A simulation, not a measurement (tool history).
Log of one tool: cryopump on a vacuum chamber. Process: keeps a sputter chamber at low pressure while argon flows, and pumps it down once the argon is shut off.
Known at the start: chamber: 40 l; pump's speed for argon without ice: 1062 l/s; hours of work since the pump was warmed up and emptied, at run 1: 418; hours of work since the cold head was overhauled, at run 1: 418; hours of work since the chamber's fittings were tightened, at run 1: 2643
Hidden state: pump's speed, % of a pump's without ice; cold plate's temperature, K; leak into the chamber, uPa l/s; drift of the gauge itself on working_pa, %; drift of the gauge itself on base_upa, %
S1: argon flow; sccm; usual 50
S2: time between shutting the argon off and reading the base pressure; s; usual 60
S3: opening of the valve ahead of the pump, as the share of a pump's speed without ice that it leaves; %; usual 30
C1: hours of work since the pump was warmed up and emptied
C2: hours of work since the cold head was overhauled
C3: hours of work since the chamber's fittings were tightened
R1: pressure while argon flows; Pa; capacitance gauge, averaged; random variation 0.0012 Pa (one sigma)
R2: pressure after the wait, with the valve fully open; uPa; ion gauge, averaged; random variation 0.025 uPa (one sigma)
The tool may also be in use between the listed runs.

{"run": 1, "hour": 0.0, "S1": 50, "S2": 60, "S3": 30, "C1": 418, "C2": 418, "C3": 2643, "R1": 0.2932, "R2": 4.91}
{"run": 2, "hour": 27.9, "S1": 50, "S2": 60, "S3": 30, "C1": 441, "C2": 441, "C3": 2667, "R1": 0.2947, "R2": 5.04}
{"run": 3, "hour": 57.8, "S1": 50, "S2": 60, "S3": 30, "C1": 466, "C2": 466, "C3": 2692, "R1": 0.2971, "R2": 5.16}
{"run": 4, "hour": 92.2, "S1": 50, "S2": 60, "S3": 30, "C1": 495, "C2": 495, "C3": 2720, "R1": 0.2994, "R2": 5.36}
{"run": 5, "hour": 123.1, "S1": 50, "S2": 60, "S3": 30, "C1": 520, "C2": 520, "C3": 2746, "R1": 0.302, "R2": 5.24}
{"run": 6, "hour": 172.1, "S1": 50, "S2": 60, "S3": 30, "C1": 561, "C2": 561, "C3": 2786, "R1": 0.3025, "R2": 5.48}
{"hour": 215.5, "done": "pump warmed up, emptied and cooled again"}
{"run": 7, "hour": 225.2, "S1": 50, "S2": 60, "S3": 30, "C1": 8, "C2": 601, "C3": 2826, "R1": 0.267, "R2": 4.08}
{"run": 8, "hour": 252.0, "S1": 50, "S2": 60, "S3": 30, "C1": 30, "C2": 623, "C3": 2849, "R1": 0.2678, "R2": 4.08}
{"run": 9, "hour": 287.9, "S1": 50, "S2": 60, "S3": 30, "C1": 60, "C2": 653, "C3": 2878, "R1": 0.2678, "R2": 4.16}
{"run": 10, "hour": 338.1, "S1": 50, "S2": 60, "S3": 30, "C1": 102, "C2": 695, "C3": 2920, "R1": 0.2737, "R2": 4.26}
{"run": 11, "hour": 378.7, "S1": 50, "S2": 60, "S3": 30, "C1": 136, "C2": 728, "C3": 2954, "R1": 0.2739, "R2": 4.44}

The next listed run, before its measurement:
{"run": 12, "hour": 420.8, "S1": 50, "S2": 60, "S3": 30, "C1": 171, "C2": 763, "C3": 2989, "R1": "?", "R2": "?"}

R1: 0.2755 Pa
R2: 4.37 uPa
Without the tool's hidden state the same run would have given R1 0.2664 Pa, R2 0.92 uPa.

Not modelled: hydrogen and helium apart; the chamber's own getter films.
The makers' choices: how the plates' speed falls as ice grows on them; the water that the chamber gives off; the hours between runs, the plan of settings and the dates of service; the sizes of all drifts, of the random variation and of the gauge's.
